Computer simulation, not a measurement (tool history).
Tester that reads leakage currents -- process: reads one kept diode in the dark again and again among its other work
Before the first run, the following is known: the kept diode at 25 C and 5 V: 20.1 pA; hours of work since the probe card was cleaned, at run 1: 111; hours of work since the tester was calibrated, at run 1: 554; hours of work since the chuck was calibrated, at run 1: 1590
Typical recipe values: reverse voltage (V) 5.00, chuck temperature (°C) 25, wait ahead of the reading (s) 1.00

| run | hour | reverse voltage (V) | chuck temperature (°C) | wait ahead of the reading (s) | hours of work since the probe card was cleaned | hours of work since the tester was calibrated | hours of work since the chuck was calibrated | current that the tester gives (pA) |
|---|---|---|---|---|---|---|---|---|
| 1 | 0.0 | 5.00 | 25 | 1.00 | 111 | 554 | 1590 | 19.20 |
| 2 | 13.0 | 5.00 | 20 | 1.00 | 121 | 564 | 1600 | 12.53 |
| 3 | 32.2 | 5.00 | 25 | 6.11 | 135 | 578 | 1614 | 19.12 |
| 4 | 50.7 | 5.00 | 25 | 6.11 | 149 | 592 | 1628 | 19.28 |
| 5 | 67.9 | 5.00 | 25 | 6.11 | 162 | 605 | 1641 | 19.13 |
| 6 | 86.2 | 5.00 | 25 | 6.11 | 176 | 619 | 1654 | 19.33 |
| 7 | 115.9 | 16.18 | 25 | 1.00 | 198 | 641 | 1676 | 38.17 |
| 8 | 136.8 | 16.18 | 25 | 1.00 | 213 | 656 | 1692 | 38.16 |
| 9 | 160.8 | 4.02 | 27 | 6.95 | 231 | 674 | 1710 | 20.46 |

Run 10 is up next; what results do you expect?
| 10 | 178.5 | 4.02 | 27 | 6.95 | 244 | 687 | 1723 | ? |

current that the tester gives (pA): 20.46
With no hidden state in the tool, this same run would have given current that the tester gives (pA) 21.46.

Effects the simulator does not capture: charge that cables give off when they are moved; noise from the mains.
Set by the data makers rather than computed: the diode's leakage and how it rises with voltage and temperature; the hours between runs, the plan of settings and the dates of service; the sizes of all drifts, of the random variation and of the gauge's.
